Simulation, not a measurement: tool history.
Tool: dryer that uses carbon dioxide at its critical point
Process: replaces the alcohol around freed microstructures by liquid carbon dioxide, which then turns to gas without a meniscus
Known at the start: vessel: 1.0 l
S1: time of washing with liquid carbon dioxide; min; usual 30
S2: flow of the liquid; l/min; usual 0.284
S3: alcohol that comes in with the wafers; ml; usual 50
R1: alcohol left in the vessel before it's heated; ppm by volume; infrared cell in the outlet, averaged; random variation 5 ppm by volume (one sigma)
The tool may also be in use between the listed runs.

run	day	S1	S2	S3	R1
1	0.000	30	0.284	50	108
# day 0.150: inlet filter changed
2	0.671	30	0.284	50	54
3	1.388	30	0.284	50	51
4	2.012	30	0.284	50	53
5	2.625	30	0.284	50	50
6	2.975	30	0.284	50	55
7	3.758	30	0.284	50	64
8	4.183	30	0.454	50	25
9	4.675	30	0.284	50	62
10	5.467	30	0.284	50	68
11	6.000	30	0.284	50	63
12	6.429	30	0.284	50	66
13	6.758	30	0.188	46	420
14	7.200	19	0.171	88	5892
15	7.808	19	0.171	88	5697
16	8.429	19	0.171	88	5850
17	8.892	19	0.171	88	5814
18	9.467	39	0.261	46	57
19	9.842	19	0.284	86	850
20	10.304	19	0.284	27	293
21	11.050	33	0.306	50	54
22	11.688	33	0.306	60	58
23	12.129	29	0.304	71	83

Forecast each of these 5 alternatives for the next run:
A	12.462	30	0.284	84	?
B	12.462	29	0.378	52	?
C	12.462	30	0.284	107	?
D	12.462	29	0.304	52	?
E	12.462	22	0.189	47	?

run	R1
A	109
B	51
C	128
D	84
E	1470
Without the tool's hidden state the same runs would have given:
run	R1
A	47
B	2
C	62
D	27
E	1254
